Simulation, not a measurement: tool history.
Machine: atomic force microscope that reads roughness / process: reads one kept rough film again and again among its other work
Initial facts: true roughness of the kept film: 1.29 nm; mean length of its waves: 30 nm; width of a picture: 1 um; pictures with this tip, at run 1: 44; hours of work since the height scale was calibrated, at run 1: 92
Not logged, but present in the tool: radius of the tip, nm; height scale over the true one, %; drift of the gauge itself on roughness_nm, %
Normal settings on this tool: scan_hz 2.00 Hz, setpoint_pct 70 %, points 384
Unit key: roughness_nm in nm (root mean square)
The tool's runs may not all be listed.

run  hour  scan_hz  setpoint_pct  points  pictures with this tip  hours of work since the height scale was calibrated  roughness_nm
  1   0.0     2.00            70     384                      44                                                   92         1.171
  2   3.7     2.00            70     384                      50                                                   94         1.162
  3  12.7     2.00            69     384                      64                                                   98         1.158
  4  20.2     2.00            69     384                      77                                                  102         1.145
  5  28.9     2.00            70     384                      91                                                  107         1.147
  6  35.0     2.00            70     377                     100                                                  110         1.142
  7  42.6     2.94            57     506                     113                                                  114         1.144
  8  50.3     0.50            78     599                     125                                                  118         1.155
     58.7  -- new tip fitted
  9  59.2     1.13            58     282                       1                                                  122         1.208
 10  66.8     1.13            58     282                      13                                                  126         1.211
 11  71.8     2.00            70     443                      21                                                  129         1.181

Predict each of these 4 candidate next runs independently; none follows another, all start after run 11:
  A  75.5     0.65            56     986                      27                                                  131             ?
  B  75.5     2.00            70     278                      27                                                  131             ?
  C  75.5     3.05            60     443                      27                                                  131             ?
  D  75.5     1.33            70     845                      27                                                  131             ?

run  roughness_nm
  A         1.223
  B         1.176
  C         1.183
  D         1.198
With the hidden condition removed and each run's random variation left untouched, the same runs would have given:
run  roughness_nm
  A         1.239
  B         1.191
  C         1.198
  D         1.214
